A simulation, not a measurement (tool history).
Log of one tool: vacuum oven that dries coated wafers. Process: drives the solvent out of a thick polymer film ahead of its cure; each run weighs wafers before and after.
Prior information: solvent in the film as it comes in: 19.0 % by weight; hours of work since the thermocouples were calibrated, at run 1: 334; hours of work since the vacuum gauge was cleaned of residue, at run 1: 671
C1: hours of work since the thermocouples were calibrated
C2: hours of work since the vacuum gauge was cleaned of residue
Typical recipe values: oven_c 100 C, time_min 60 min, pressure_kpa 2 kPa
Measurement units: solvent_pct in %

{"run": 1, "hour": 0.0, "oven_c": 100, "time_min": 60, "pressure_kpa": 2, "C1": 334, "C2": 671, "solvent_pct": 4.06}
{"run": 2, "hour": 24.4, "oven_c": 100, "time_min": 40, "pressure_kpa": 2, "C1": 353, "C2": 690, "solvent_pct": 5.65}
{"run": 3, "hour": 45.9, "oven_c": 100, "time_min": 40, "pressure_kpa": 4.38, "C1": 369, "C2": 706, "solvent_pct": 7.91}
{"run": 4, "hour": 70.0, "oven_c": 100, "time_min": 40, "pressure_kpa": 4.38, "C1": 388, "C2": 725, "solvent_pct": 7.94}
{"run": 5, "hour": 88.8, "oven_c": 100, "time_min": 40, "pressure_kpa": 4.38, "C1": 402, "C2": 739, "solvent_pct": 7.83}
{"run": 6, "hour": 121.4, "oven_c": 100, "time_min": 33, "pressure_kpa": 2, "C1": 427, "C2": 764, "solvent_pct": 6.6}
{"run": 7, "hour": 154.9, "oven_c": 100, "time_min": 60, "pressure_kpa": 2, "C1": 452, "C2": 789, "solvent_pct": 4.18}
{"run": 8, "hour": 181.3, "oven_c": 100, "time_min": 60, "pressure_kpa": 2, "C1": 472, "C2": 809, "solvent_pct": 3.94}
{"run": 9, "hour": 203.4, "oven_c": 100, "time_min": 60, "pressure_kpa": 2, "C1": 489, "C2": 826, "solvent_pct": 4.04}
{"run": 10, "hour": 241.8, "oven_c": 100, "time_min": 60, "pressure_kpa": 2, "C1": 518, "C2": 855, "solvent_pct": 4.18}
{"run": 11, "hour": 273.0, "oven_c": 100, "time_min": 60, "pressure_kpa": 2, "C1": 542, "C2": 879, "solvent_pct": 4.21}
{"run": 12, "hour": 302.3, "oven_c": 100, "time_min": 60, "pressure_kpa": 2, "C1": 564, "C2": 901, "solvent_pct": 4.16}
{"run": 13, "hour": 325.2, "oven_c": 100, "time_min": 60, "pressure_kpa": 1.01, "C1": 581, "C2": 918, "solvent_pct": 3.16}
{"run": 14, "hour": 354.4, "oven_c": 100, "time_min": 60, "pressure_kpa": 1.01, "C1": 603, "C2": 940, "solvent_pct": 3.2}
{"run": 15, "hour": 384.1, "oven_c": 100, "time_min": 60, "pressure_kpa": 1.01, "C1": 626, "C2": 963, "solvent_pct": 3.25}
{"run": 16, "hour": 400.0, "oven_c": 100, "time_min": 60, "pressure_kpa": 1.01, "C1": 638, "C2": 975, "solvent_pct": 3.22}
{"run": 17, "hour": 419.2, "oven_c": 100, "time_min": 60, "pressure_kpa": 1.01, "C1": 652, "C2": 989, "solvent_pct": 3.2}
{"run": 18, "hour": 453.6, "oven_c": 100, "time_min": 60, "pressure_kpa": 1.01, "C1": 679, "C2": 1016, "solvent_pct": 3.29}
{"run": 19, "hour": 488.1, "oven_c": 100, "time_min": 60, "pressure_kpa": 1.01, "C1": 705, "C2": 1042, "solvent_pct": 3.25}
{"run": 20, "hour": 523.5, "oven_c": 100, "time_min": 60, "pressure_kpa": 1.01, "C1": 732, "C2": 1069, "solvent_pct": 3.23}
{"run": 21, "hour": 556.7, "oven_c": 100, "time_min": 60, "pressure_kpa": 1.01, "C1": 757, "C2": 1094, "solvent_pct": 3.3}
{"run": 22, "hour": 591.5, "oven_c": 100, "time_min": 60, "pressure_kpa": 1.01, "C1": 783, "C2": 1120, "solvent_pct": 3.23}
{"run": 23, "hour": 622.0, "oven_c": 107, "time_min": 57, "pressure_kpa": 2.12, "C1": 806, "C2": 1143, "solvent_pct": 3.16}
{"run": 24, "hour": 641.9, "oven_c": 107, "time_min": 57, "pressure_kpa": 2.12, "C1": 821, "C2": 1158, "solvent_pct": 3.2}
{"run": 25, "hour": 675.2, "oven_c": 90, "time_min": 33, "pressure_kpa": 5.63, "C1": 847, "C2": 1184, "solvent_pct": 14.23}
{"run": 26, "hour": 705.5, "oven_c": 114, "time_min": 33, "pressure_kpa": 1.69, "C1": 870, "C2": 1207, "solvent_pct": 2.92}
{"hour": 726.1, "done": "oven's thermocouples calibrated"}
{"run": 27, "hour": 737.6, "oven_c": 104, "time_min": 80, "pressure_kpa": 7.14, "C1": 9, "C2": 1229, "solvent_pct": 8}
{"run": 28, "hour": 770.6, "oven_c": 88, "time_min": 80, "pressure_kpa": 7.14, "C1": 34, "C2": 1254, "solvent_pct": 14.54}
{"run": 29, "hour": 800.5, "oven_c": 91, "time_min": 56, "pressure_kpa": 5.43, "C1": 56, "C2": 1277, "solvent_pct": 11.32}
{"run": 30, "hour": 820.6, "oven_c": 114, "time_min": 56, "pressure_kpa": 3.02, "C1": 72, "C2": 1292, "solvent_pct": 2.64}
{"run": 31, "hour": 837.6, "oven_c": 100, "time_min": 60, "pressure_kpa": 7.76, "C1": 85, "C2": 1305, "solvent_pct": 10.15}
{"run": 32, "hour": 875.0, "oven_c": 106, "time_min": 60, "pressure_kpa": 2, "C1": 113, "C2": 1334, "solvent_pct": 2.87}
{"run": 33, "hour": 902.8, "oven_c": 106, "time_min": 75, "pressure_kpa": 1.28, "C1": 134, "C2": 1355, "solvent_pct": 1.9}
{"run": 34, "hour": 927.0, "oven_c": 96, "time_min": 35, "pressure_kpa": 1.78, "C1": 152, "C2": 1373, "solvent_pct": 7.23}
{"run": 35, "hour": 962.9, "oven_c": 102, "time_min": 60, "pressure_kpa": 2, "C1": 180, "C2": 1400, "solvent_pct": 3.64}
{"run": 36, "hour": 979.7, "oven_c": 100, "time_min": 60, "pressure_kpa": 4.13, "C1": 192, "C2": 1413, "solvent_pct": 6.55}
{"run": 37, "hour": 1015.2, "oven_c": 100, "time_min": 60, "pressure_kpa": 4.13, "C1": 219, "C2": 1440, "solvent_pct": 6.69}
{"run": 38, "hour": 1047.8, "oven_c": 100, "time_min": 60, "pressure_kpa": 4.13, "C1": 244, "C2": 1465, "solvent_pct": 6.58}
{"run": 39, "hour": 1085.8, "oven_c": 100, "time_min": 60, "pressure_kpa": 4.13, "C1": 273, "C2": 1493, "solvent_pct": 6.47}
{"run": 40, "hour": 1123.3, "oven_c": 100, "time_min": 60, "pressure_kpa": 4.13, "C1": 301, "C2": 1522, "solvent_pct": 6.49}
{"run": 41, "hour": 1141.8, "oven_c": 100, "time_min": 60, "pressure_kpa": 4.13, "C1": 315, "C2": 1536, "solvent_pct": 6.62}
{"run": 42, "hour": 1161.1, "oven_c": 100, "time_min": 60, "pressure_kpa": 4.13, "C1": 330, "C2": 1551, "solvent_pct": 6.63}
{"run": 43, "hour": 1187.6, "oven_c": 100, "time_min": 60, "pressure_kpa": 4.13, "C1": 350, "C2": 1571, "solvent_pct": 6.73}
{"run": 44, "hour": 1210.1, "oven_c": 100, "time_min": 60, "pressure_kpa": 4.13, "C1": 367, "C2": 1588, "solvent_pct": 6.74}

Same runs, no hidden state in the tool, same run-to-run variation:
The tool's hidden condition here consists of: true wafer temperature over the reading, C; true pressure over the reading, kPa; drift of the gauge itself on solvent_pct, %.
run=1 solvent_pct=3.59
run=2 solvent_pct=5.13
run=3 solvent_pct=7.33
run=4 solvent_pct=7.35
run=5 solvent_pct=7.23
run=6 solvent_pct=6.01
run=7 solvent_pct=3.61
run=8 solvent_pct=3.35
run=9 solvent_pct=3.43
run=10 solvent_pct=3.54
run=11 solvent_pct=3.56
run=12 solvent_pct=3.48
run=13 solvent_pct=2.5
run=14 solvent_pct=2.52
run=15 solvent_pct=2.57
run=16 solvent_pct=2.53
run=17 solvent_pct=2.48
run=18 solvent_pct=2.55
run=19 solvent_pct=2.51
run=20 solvent_pct=2.44
run=21 solvent_pct=2.5
run=22 solvent_pct=2.41
run=23 solvent_pct=2.49
run=24 solvent_pct=2.52
run=25 solvent_pct=13.07
run=26 solvent_pct=2.26
run=27 solvent_pct=7.59
run=28 solvent_pct=13.87
run=29 solvent_pct=10.73
run=30 solvent_pct=2.3
run=31 solvent_pct=9.64
run=32 solvent_pct=2.41
run=33 solvent_pct=1.43
run=34 solvent_pct=6.68
run=35 solvent_pct=3.07
run=36 solvent_pct=5.92
run=37 solvent_pct=6.03
run=38 solvent_pct=5.9
run=39 solvent_pct=5.77
run=40 solvent_pct=5.76
run=41 solvent_pct=5.88
run=42 solvent_pct=5.86
run=43 solvent_pct=5.94
run=44 solvent_pct=5.94
